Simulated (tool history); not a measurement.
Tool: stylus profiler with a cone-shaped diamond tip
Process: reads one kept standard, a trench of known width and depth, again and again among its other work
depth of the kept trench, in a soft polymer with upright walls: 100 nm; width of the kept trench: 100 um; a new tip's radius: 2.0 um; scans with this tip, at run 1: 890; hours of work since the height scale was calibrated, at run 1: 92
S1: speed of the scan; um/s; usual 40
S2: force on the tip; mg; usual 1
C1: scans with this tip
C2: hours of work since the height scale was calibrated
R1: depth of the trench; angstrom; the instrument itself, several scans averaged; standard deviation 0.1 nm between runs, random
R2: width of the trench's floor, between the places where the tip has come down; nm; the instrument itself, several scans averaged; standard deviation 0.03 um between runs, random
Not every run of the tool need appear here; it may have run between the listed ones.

run 1 day=0 | S1=40 S2=1 | C1=890 C2=92 | R1=1006.4 R2=98340
run 2 day=0.983 | S1=40 S2=1 | C1=1026 C2=107 | R1=1005.9 R2=98320
run 3 day=2.917 | S1=40 S2=1 | C1=1295 C2=134 | R1=1004 R2=98320
run 4 day=5.25 | S1=40 S2=1 | C1=1619 C2=168 | R1=1004.6 R2=98270
run 5 day=6.742 | S1=40 S2=1 | C1=1827 C2=190 | R1=1005.4 R2=98280
run 6 day=8.596 | S1=40 S2=1 | C1=2084 C2=216 | R1=1005.2 R2=98260
run 7 day=10.496 | S1=40 S2=1 | C1=2349 C2=244 | R1=1006.7 R2=98250
run 8 day=11.792 | S1=40 S2=1 | C1=2528 C2=262 | R1=1005.4 R2=98270
run 9 day=13.45 | S1=40 S2=1 | C1=2759 C2=286 | R1=1003.5 R2=98200
run 10 day=14.446 | S1=40 S2=0.86 | C1=2897 C2=301 | R1=1005.4 R2=98200
run 11 day=16.288 | S1=40 S2=0.86 | C1=3153 C2=327 | R1=1003.4 R2=98180
run 12 day=18.179 | S1=40 S2=0.47 | C1=3416 C2=355 | R1=1003.3 R2=98040
run 13 day=19.567 | S1=40 S2=0.47 | C1=3609 C2=375 | R1=1002.9 R2=98010
run 14 day=21.15 | S1=40 S2=0.47 | C1=3829 C2=397 | R1=1002.8 R2=98030
run 15 day=22.475 | S1=40 S2=2.61 | C1=4013 C2=417 | R1=1009.4 R2=98310
run 16 day=23.804 | S1=18 S2=0.7 | C1=4198 C2=436 | R1=1002.2 R2=98300
run 17 day=25.804 | S1=18 S2=0.7 | C1=4475 C2=465 | R1=1003.5 R2=98280
run 18 day=28.142 | S1=11 S2=1.14 | C1=4801 C2=498 | R1=1004.4 R2=98400
run 19 day=29.258 | S1=11 S2=1.14 | C1=4956 C2=514 | R1=1005.4 R2=98350
run 20 day=30.604 | S1=41 S2=0.95 | C1=5142 C2=534 | R1=1002.3 R2=98060
run 21 day=32.183 | S1=113 S2=1.27 | C1=5362 C2=557 | R1=1005.3 R2=97510
-- day=32.371 height scale calibrated on a step standard
run 22 day=33.783 | S1=41 S2=0.47 | C1=5582 C2=20 | R1=1002 R2=97870
run 23 day=34.938 | S1=46 S2=2.6 | C1=5742 C2=37 | R1=1009.3 R2=98210
run 24 day=36.104 | S1=32 S2=1.08 | C1=5904 C2=54 | R1=1003.1 R2=98170
run 25 day=38.288 | S1=15 S2=2.01 | C1=6207 C2=85 | R1=1005.3 R2=98310
run 26 day=39.979 | S1=15 S2=2.94 | C1=6442 C2=110 | R1=1007.5 R2=98300
run 27 day=41.746 | S1=23 S2=1 | C1=6688 C2=135 | R1=1003.2 R2=98180
run 28 day=43.554 | S1=118 S2=0.53 | C1=6939 C2=161 | R1=1001.3 R2=96870
run 29 day=44.675 | S1=14 S2=0.9 | C1=7095 C2=177 | R1=1001.6 R2=98240
-- day=46.125 height scale calibrated on a step standard, once more
run 30 day=46.133 | S1=12 S2=2.77 | C1=7294 C2=0 | R1=1011 R2=98320

Hidden condition of the tool, last listed run before each entry between runs versus first listed run after:
Logged between run 21 and run 22: height scale calibrated on a step standard (day 32.371)
  radius of the tip, um: 3.07 -> 3.12; height scale over the true one, %: -0.231 -> -0.311
  measured minus no-state result, R1: -2.3 -> -3.1 angstrom; R2: -310 -> -320 nm
Logged between run 29 and run 30: height scale calibrated on a step standard, once more (day 46.125)
  radius of the tip, um: 3.42 -> 3.46; height scale over the true one, %: -0.385 -> 0.043
  measured minus no-state result, R1: -3.9 -> +0.4 angstrom; R2: -390 -> -400 nm
